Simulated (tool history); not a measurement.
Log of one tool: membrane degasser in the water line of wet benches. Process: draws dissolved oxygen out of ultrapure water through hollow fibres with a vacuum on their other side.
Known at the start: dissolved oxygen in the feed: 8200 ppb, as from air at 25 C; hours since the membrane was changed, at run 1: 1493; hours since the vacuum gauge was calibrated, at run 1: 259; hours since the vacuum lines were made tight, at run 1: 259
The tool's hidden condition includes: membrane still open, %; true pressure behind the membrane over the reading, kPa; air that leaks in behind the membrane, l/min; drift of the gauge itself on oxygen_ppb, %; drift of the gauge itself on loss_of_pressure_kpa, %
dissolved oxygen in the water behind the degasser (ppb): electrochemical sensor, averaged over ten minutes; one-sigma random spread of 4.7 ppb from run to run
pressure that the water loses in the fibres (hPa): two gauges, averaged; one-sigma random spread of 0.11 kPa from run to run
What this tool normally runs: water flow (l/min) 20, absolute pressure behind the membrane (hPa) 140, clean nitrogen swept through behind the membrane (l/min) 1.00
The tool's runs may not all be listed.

run	hour	water flow (l/min)	absolute pressure behind the membrane (hPa)	clean nitrogen swept through behind the membrane (l/min)	hours since the membrane was changed	hours since the vacuum gauge was calibrated	hours since the vacuum lines were made tight	dissolved oxygen in the water behind the degasser (ppb)	pressure that the water loses in the fibres (hPa)
1	0.0	20	140	1.00	1493	259	259	759.5	324.8
2	70.1	20	140	1.00	1563	329	329	756.8	321.3
3	137.8	20	140	1.00	1631	396	396	755.0	324.5
4	189.9	20	140	1.00	1683	449	449	761.6	324.1
5	265.7	20	140	2.50	1759	524	524	511.4	322.7
6	314.3	20	140	1.00	1808	573	573	743.7	324.0
7	392.3	20	140	1.00	1886	651	651	757.4	322.3
8	454.0	20	140	1.00	1947	713	713	740.7	324.1
9	515.5	20	140	1.00	2009	774	774	763.7	324.3
10	573.2	20	140	1.00	2067	832	832	753.0	325.0
11	634.2	20	140	1.00	2128	893	893	756.7	326.1
12	688.0	20	140	1.00	2181	947	947	754.7	323.3
13	726.4	20	140	1.00	2220	985	985	756.2	324.2
14	796.2	20	140	1.00	2290	1055	1055	751.5	324.0
15	872.1	20	140	1.00	2365	1131	1131	755.4	325.3
# hour 877.6: vacuum gauge calibrated
16	926.9	20	140	1.00	2420	49	1185	761.8	322.4
17	1001.5	20	119	1.07	2494	124	1260	665.9	325.5
18	1066.9	15	140	1.05	2560	189	1325	542.0	241.8
19	1149.1	15	140	1.05	2642	272	1407	545.8	244.3
20	1183.6	15	140	1.05	2676	306	1442	552.3	244.1
21	1231.8	17	99	1.00	2725	354	1490	504.5	277.4
22	1306.7	17	147	1.00	2800	429	1565	665.1	276.7
23	1341.4	20	119	0.69	2834	464	1600	820.1	324.2
# hour 1349.0: vacuum gauge calibrated, once more
24	1388.0	17	132	1.00	2880	39	1646	609.6	276.4
25	1432.4	17	132	1.00	2925	83	1690	611.3	276.0
26	1490.6	18	143	1.04	2983	142	1748	673.2	294.2
27	1544.7	15	90	2.26	3037	196	1802	305.0	245.1
28	1582.5	15	109	2.26	3075	233	1840	333.1	246.2
29	1657.4	21	140	1.00	3150	308	1915	798.9	343.2
30	1704.2	19	151	0.76	3196	355	1962	869.9	310.1
31	1783.2	19	151	0.76	3276	434	2041	867.1	310.4

Consider 3 possible next runs. They are alternatives, not a sequence: every one starts from the tool as it was left by run 31. What does each give?
A	1823.1	14	141	2.24	3315	474	2081	?	?
B	1823.1	20	202	1.17	3315	474	2081	?	?
C	1823.1	20	279	1.17	3315	474	2081	?	?

run	dissolved oxygen in the water behind the degasser (ppb)	pressure that the water loses in the fibres (hPa)
A	354.5	228.6
B	909.6	327.3
C	1133.3	326.9
Had the tool no hidden state, the same runs would have come out as:
run	dissolved oxygen in the water behind the degasser (ppb)	pressure that the water loses in the fibres (hPa)
A	342.1	225.5
B	891.6	322.9
C	1114.2	322.5
